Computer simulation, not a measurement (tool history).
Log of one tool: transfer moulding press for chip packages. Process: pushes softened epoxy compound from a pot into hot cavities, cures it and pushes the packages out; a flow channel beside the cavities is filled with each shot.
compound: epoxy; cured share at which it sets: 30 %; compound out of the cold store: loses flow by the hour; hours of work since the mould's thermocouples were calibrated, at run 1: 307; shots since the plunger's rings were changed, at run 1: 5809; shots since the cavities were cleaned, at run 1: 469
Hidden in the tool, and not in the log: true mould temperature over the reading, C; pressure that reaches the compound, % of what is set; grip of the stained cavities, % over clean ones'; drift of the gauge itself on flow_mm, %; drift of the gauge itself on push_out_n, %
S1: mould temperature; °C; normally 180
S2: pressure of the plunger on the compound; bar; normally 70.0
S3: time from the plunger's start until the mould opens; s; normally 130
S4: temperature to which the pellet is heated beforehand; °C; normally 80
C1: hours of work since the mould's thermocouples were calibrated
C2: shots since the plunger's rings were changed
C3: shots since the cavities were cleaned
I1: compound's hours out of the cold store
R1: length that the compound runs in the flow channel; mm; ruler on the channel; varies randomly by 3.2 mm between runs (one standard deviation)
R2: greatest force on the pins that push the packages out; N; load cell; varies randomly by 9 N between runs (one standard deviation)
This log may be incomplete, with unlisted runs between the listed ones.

{"run": 1, "hour": 0.0, "S1": 180, "S2": 70.0, "S3": 130, "S4": 80, "C1": 307, "C2": 5809, "C3": 469, "I1": 21.4, "R1": 486, "R2": 594}
{"hour": 14.8, "done": "cavities cleaned with cleaning compound and waxed"}
{"run": 2, "hour": 20.2, "S1": 180, "S2": 70.0, "S3": 130, "S4": 80, "C1": 314, "C2": 5922, "C3": 33, "I1": 14.1, "R1": 509, "R2": 646}
{"hour": 28.3, "done": "plunger's sealing rings changed"}
{"run": 3, "hour": 48.8, "S1": 180, "S2": 70.0, "S3": 130, "S4": 80, "C1": 325, "C2": 125, "C3": 191, "I1": 47.3, "R1": 470, "R2": 596}
{"hour": 68.4, "done": "cavities cleaned with cleaning compound and waxed, once more"}
{"run": 4, "hour": 76.3, "S1": 180, "S2": 70.0, "S3": 130, "S4": 80, "C1": 335, "C2": 281, "C3": 47, "I1": 42.0, "R1": 479, "R2": 438}
{"run": 5, "hour": 100.1, "S1": 180, "S2": 70.0, "S3": 130, "S4": 80, "C1": 345, "C2": 425, "C3": 191, "I1": 39.1, "R1": 483, "R2": 489}
{"run": 6, "hour": 123.9, "S1": 180, "S2": 70.0, "S3": 122, "S4": 80, "C1": 354, "C2": 569, "C3": 335, "I1": 12.5, "R1": 563, "R2": 638}
{"run": 7, "hour": 145.5, "S1": 180, "S2": 70.0, "S3": 122, "S4": 80, "C1": 363, "C2": 699, "C3": 465, "I1": 37.7, "R1": 492, "R2": 610}
{"hour": 160.0, "done": "cavities cleaned with cleaning compound and waxed"}
{"run": 8, "hour": 160.0, "S1": 180, "S2": 70.0, "S3": 122, "S4": 80, "C1": 368, "C2": 777, "C3": 0, "I1": 18.9, "R1": 539, "R2": 501}
{"run": 9, "hour": 172.1, "S1": 180, "S2": 70.0, "S3": 130, "S4": 80, "C1": 373, "C2": 850, "C3": 73, "I1": 24.0, "R1": 532, "R2": 472}
{"run": 10, "hour": 192.2, "S1": 180, "S2": 70.0, "S3": 130, "S4": 75, "C1": 381, "C2": 972, "C3": 195, "I1": 37.0, "R1": 487, "R2": 494}
{"run": 11, "hour": 209.6, "S1": 180, "S2": 56.2, "S3": 130, "S4": 75, "C1": 388, "C2": 1077, "C3": 300, "I1": 42.0, "R1": 428, "R2": 524}
{"run": 12, "hour": 231.7, "S1": 180, "S2": 70.0, "S3": 130, "S4": 80, "C1": 397, "C2": 1210, "C3": 433, "I1": 24.9, "R1": 524, "R2": 570}
{"run": 13, "hour": 244.3, "S1": 180, "S2": 70.0, "S3": 120, "S4": 80, "C1": 402, "C2": 1286, "C3": 509, "I1": 41.2, "R1": 475, "R2": 663}
{"hour": 251.5, "done": "cavities cleaned with cleaning compound and waxed"}
{"run": 14, "hour": 257.8, "S1": 180, "S2": 70.0, "S3": 120, "S4": 80, "C1": 407, "C2": 1359, "C3": 38, "I1": 34.5, "R1": 491, "R2": 520}
{"run": 15, "hour": 279.5, "S1": 180, "S2": 70.0, "S3": 120, "S4": 80, "C1": 416, "C2": 1490, "C3": 169, "I1": 25.3, "R1": 520, "R2": 612}
{"run": 16, "hour": 299.7, "S1": 180, "S2": 70.0, "S3": 120, "S4": 80, "C1": 424, "C2": 1612, "C3": 291, "I1": 34.2, "R1": 490, "R2": 614}
{"run": 17, "hour": 315.1, "S1": 180, "S2": 70.0, "S3": 149, "S4": 80, "C1": 430, "C2": 1705, "C3": 384, "I1": 23.4, "R1": 522, "R2": 470}
{"run": 18, "hour": 331.1, "S1": 188, "S2": 53.6, "S3": 130, "S4": 70, "C1": 436, "C2": 1801, "C3": 480, "I1": 27.3, "R1": 429, "R2": 443}
{"hour": 343.1, "done": "cavities cleaned with cleaning compound and waxed"}
{"run": 19, "hour": 350.1, "S1": 188, "S2": 83.1, "S3": 130, "S4": 70, "C1": 443, "C2": 1907, "C3": 43, "I1": 26.4, "R1": 535, "R2": 338}
{"run": 20, "hour": 361.3, "S1": 180, "S2": 70.0, "S3": 163, "S4": 80, "C1": 448, "C2": 1974, "C3": 110, "I1": 30.3, "R1": 496, "R2": 374}
{"run": 21, "hour": 382.5, "S1": 180, "S2": 70.0, "S3": 163, "S4": 80, "C1": 456, "C2": 2102, "C3": 238, "I1": 40.5, "R1": 464, "R2": 417}
{"run": 22, "hour": 398.2, "S1": 180, "S2": 70.0, "S3": 138, "S4": 77, "C1": 463, "C2": 2197, "C3": 333, "I1": 21.4, "R1": 527, "R2": 518}
{"hour": 412.4, "done": "mould's thermocouples calibrated"}
{"run": 23, "hour": 413.4, "S1": 179, "S2": 58.2, "S3": 137, "S4": 78, "C1": 0, "C2": 2277, "C3": 413, "I1": 40.3, "R1": 422, "R2": 499}
{"run": 24, "hour": 433.6, "S1": 185, "S2": 70.0, "S3": 122, "S4": 80, "C1": 9, "C2": 2399, "C3": 535, "I1": 17.8, "R1": 511, "R2": 476}
{"hour": 436.8, "done": "cavities cleaned with cleaning compound and waxed"}
{"run": 25, "hour": 459.2, "S1": 185, "S2": 70.0, "S3": 122, "S4": 80, "C1": 18, "C2": 2544, "C3": 135, "I1": 10.5, "R1": 533, "R2": 391}
{"run": 26, "hour": 479.2, "S1": 185, "S2": 70.0, "S3": 122, "S4": 80, "C1": 26, "C2": 2665, "C3": 256, "I1": 15.7, "R1": 525, "R2": 443}
{"run": 27, "hour": 499.7, "S1": 180, "S2": 70.0, "S3": 118, "S4": 80, "C1": 34, "C2": 2788, "C3": 379, "I1": 14.5, "R1": 529, "R2": 649}
{"run": 28, "hour": 524.8, "S1": 180, "S2": 70.0, "S3": 118, "S4": 80, "C1": 45, "C2": 2940, "C3": 531, "I1": 9.7, "R1": 551, "R2": 687}

Consider 3 possible next runs. They are alternatives, not a sequence: every one starts from the tool as it was left by run 28. What does each give?
{"hour": 528.0, "done": "cavities cleaned with cleaning compound and waxed"}
{"run": "A", "hour": 549.7, "S1": 172, "S2": 61.4, "S3": 118, "S4": 80, "C1": 54, "C2": 3082, "C3": 131, "I1": 27.8, "R1": "?", "R2": "?"}
{"hour": 528.0, "done": "cavities cleaned with cleaning compound and waxed"}
{"run": "B", "hour": 549.7, "S1": 180, "S2": 78.2, "S3": 118, "S4": 80, "C1": 54, "C2": 3082, "C3": 131, "I1": 17.8, "R1": "?", "R2": "?"}
{"hour": 528.0, "done": "cavities cleaned with cleaning compound and waxed"}
{"run": "C", "hour": 549.7, "S1": 180, "S2": 70.0, "S3": 114, "S4": 80, "C1": 54, "C2": 3082, "C3": 131, "I1": 21.0, "R1": "?", "R2": "?"}

run=A R1=489 R2=963
run=B R1=553 R2=563
run=C R1=520 R2=608
Without the tool's unlogged condition, the same runs would have read:
run=A R1=516 R2=881
run=B R1=583 R2=515
run=C R1=547 R2=557
